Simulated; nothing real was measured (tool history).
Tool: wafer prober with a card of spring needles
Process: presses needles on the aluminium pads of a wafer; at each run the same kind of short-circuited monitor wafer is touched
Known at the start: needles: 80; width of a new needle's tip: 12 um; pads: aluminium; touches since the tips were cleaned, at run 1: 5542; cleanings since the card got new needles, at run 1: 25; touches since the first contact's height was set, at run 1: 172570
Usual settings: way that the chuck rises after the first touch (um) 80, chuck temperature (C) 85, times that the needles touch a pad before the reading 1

| run | day | way that the chuck rises after the first touch (um) | chuck temperature (C) | times that the needles touch a pad before the reading | touches since the tips were cleaned | cleanings since the card got new needles | touches since the first contact's height was set | resistance of one needle with its contact and lead (mohm) | way that a needle slides on the pad (um) |
|---|---|---|---|---|---|---|---|---|---|
| 1 | 0.000 | 80 | 85 | 1 | 5542 | 25 | 172570 | 217 | 16.87 |
|  | 0.242 | tips cleaned on abrasive film |
|  | 1.192 | tips cleaned on abrasive film |
|  | 2.179 | tips cleaned on abrasive film |
| 2 | 2.179 | 80 | 85 | 1 | 0 | 28 | 186045 | 165 | 16.86 |
|  | 3.158 | tips cleaned on abrasive film |
|  | 4.246 | tips cleaned on abrasive film |
| 3 | 4.246 | 80 | 85 | 2 | 0 | 30 | 198848 | 162 | 16.76 |
|  | 5.271 | tips cleaned on abrasive film |
| 4 | 6.004 | 80 | 85 | 2 | 4556 | 31 | 209753 | 194 | 16.74 |
|  | 6.400 | tips cleaned on abrasive film |
|  | 7.433 | tips cleaned on abrasive film |
| 5 | 8.029 | 80 | 85 | 3 | 3714 | 33 | 222288 | 181 | 16.80 |
|  | 8.388 | tips cleaned on abrasive film |
|  | 8.917 | height of the first contact set anew |
|  | 9.425 | tips cleaned on abrasive film |
| 6 | 10.267 | 80 | 41 | 1 | 5213 | 35 | 8365 | 211 | 17.31 |
|  | 10.471 | tips cleaned on abrasive film |
|  | 11.533 | tips cleaned on abrasive film |
|  | 12.492 | tips cleaned on abrasive film |
| 7 | 12.758 | 80 | 29 | 1 | 1664 | 38 | 23793 | 193 | 17.17 |
|  | 13.462 | tips cleaned on abrasive film |
|  | 14.454 | tips cleaned on abrasive film |
|  | 15.404 | tips cleaned on abrasive film |
| 8 | 15.404 | 80 | 29 | 1 | 0 | 41 | 40175 | 155 | 17.16 |
|  | 16.462 | tips cleaned on abrasive film |
| 9 | 16.717 | 80 | 85 | 1 | 1595 | 42 | 48308 | 198 | 17.23 |
|  | 17.525 | tips cleaned on abrasive film |
| 10 | 18.346 | 97 | 85 | 1 | 5106 | 43 | 58403 | 199 | 20.87 |
|  | 18.554 | tips cleaned on abrasive film |
|  | 19.562 | tips cleaned on abrasive film |
| 11 | 19.562 | 97 | 85 | 1 | 0 | 45 | 65916 | 161 | 20.78 |
|  | 20.658 | tips cleaned on abrasive film |
|  | 21.675 | tips cleaned on abrasive film |
| 12 | 22.154 | 97 | 85 | 1 | 2978 | 47 | 81974 | 197 | 20.71 |
|  | 22.692 | tips cleaned on abrasive film |
|  | 23.692 | tips cleaned on abrasive film |
|  | 24.796 | tips cleaned on abrasive film |
| 13 | 24.846 | 97 | 85 | 1 | 323 | 50 | 98642 | 171 | 20.74 |
|  | 25.954 | tips cleaned on abrasive film |
| 14 | 25.979 | 97 | 94 | 1 | 158 | 51 | 105654 | 165 | 20.64 |
|  | 26.929 | tips cleaned on abrasive film |
|  | 28.008 | tips cleaned on abrasive film |
| 15 | 28.312 | 80 | 98 | 1 | 1876 | 53 | 120106 | 201 | 16.97 |
|  | 29.079 | tips cleaned on abrasive film |
| 16 | 29.808 | 97 | 27 | 2 | 4528 | 54 | 129391 | 179 | 20.66 |
|  | 30.142 | tips cleaned on abrasive film |
|  | 31.121 | tips cleaned on abrasive film |
| 17 | 31.900 | 68 | 38 | 1 | 4849 | 56 | 142360 | 234 | 14.33 |
|  | 32.096 | tips cleaned on abrasive film |
|  | 33.067 | tips cleaned on abrasive film |
| 18 | 33.104 | 65 | 46 | 2 | 221 | 58 | 149784 | 165 | 13.65 |
|  | 34.192 | tips cleaned on abrasive film |
| 19 | 34.517 | 80 | 117 | 1 | 2029 | 59 | 158549 | 205 | 16.87 |
|  | 35.188 | tips cleaned on abrasive film |
|  | 36.304 | tips cleaned on abrasive film |
| 20 | 36.346 | 88 | 117 | 1 | 243 | 61 | 169855 | 180 | 18.58 |
|  | 37.342 | tips cleaned on abrasive film |
|  | 38.362 | tips cleaned on abrasive film |
| 21 | 38.567 | 67 | 104 | 1 | 1269 | 63 | 183622 | 214 | 13.86 |
|  | 39.379 | tips cleaned on abrasive film |
|  | 40.496 | tips cleaned on abrasive film |
| 22 | 41.067 | 83 | 64 | 1 | 3551 | 65 | 199104 | 215 | 17.38 |
|  | 41.467 | tips cleaned on abrasive film |
|  | 42.550 | tips cleaned on abrasive film |
| 23 | 43.312 | 83 | 64 | 1 | 4743 | 67 | 213029 | 217 | 17.26 |
|  | 43.592 | tips cleaned on abrasive film |
|  | 44.721 | tips cleaned on abrasive film |
| 24 | 45.496 | 62 | 42 | 3 | 4820 | 69 | 226565 | 196 | 12.92 |
|  | 45.838 | tips cleaned on abrasive film |
|  | 45.850 | height of the first contact set anew |
|  | 46.979 | tips cleaned on abrasive film |
| 25 | 47.088 | 62 | 42 | 3 | 675 | 71 | 7659 | 171 | 13.51 |
|  | 47.942 | tips cleaned on abrasive film |
| 26 | 48.238 | 79 | 87 | 3 | 1847 | 72 | 14784 | 177 | 17.03 |
|  | 48.917 | tips cleaned on abrasive film |
|  | 50.092 | tips cleaned on abrasive film |
| 27 | 50.546 | 79 | 87 | 3 | 2807 | 74 | 29081 | 176 | 17.04 |
|  | 51.071 | tips cleaned on abrasive film |
|  | 52.225 | tips cleaned on abrasive film |
| 28 | 52.583 | 64 | 87 | 3 | 2217 | 76 | 41706 | 190 | 13.74 |
|  | 53.300 | tips cleaned on abrasive film |
|  | 54.321 | tips cleaned on abrasive film |
| 29 | 54.717 | 73 | 122 | 1 | 2462 | 78 | 54911 | 226 | 15.72 |

4 ways to go on from here, each from the tool as it stands after run 29. What would each give?
|  | 55.279 | tips cleaned on abrasive film |
|  | 56.408 | tips cleaned on abrasive film |
| A | 56.800 | 96 | 81 | 1 | 2434 | 80 | 67826 | ? | ? |
|  | 55.279 | tips cleaned on abrasive film |
|  | 56.408 | tips cleaned on abrasive film |
| B | 56.800 | 66 | 85 | 1 | 2434 | 80 | 67826 | ? | ? |
|  | 55.279 | tips cleaned on abrasive film |
|  | 56.408 | tips cleaned on abrasive film |
| C | 56.800 | 61 | 122 | 1 | 2434 | 80 | 67826 | ? | ? |
|  | 55.279 | tips cleaned on abrasive film |
|  | 56.408 | tips cleaned on abrasive film |
| D | 56.800 | 73 | 53 | 3 | 2434 | 80 | 67826 | ? | ? |

| run | resistance of one needle with its contact and lead (mohm) | way that a needle slides on the pad (um) |
|---|---|---|
| A | 196 | 20.62 |
| B | 234 | 14.21 |
| C | 245 | 13.05 |
| D | 180 | 15.59 |
Without the tool's hidden state the same runs would have given:
| run | resistance of one needle with its contact and lead (mohm) | way that a needle slides on the pad (um) |
|---|---|---|
| A | 158 | 20.81 |
| B | 164 | 14.40 |
| C | 170 | 13.24 |
| D | 157 | 15.78 |
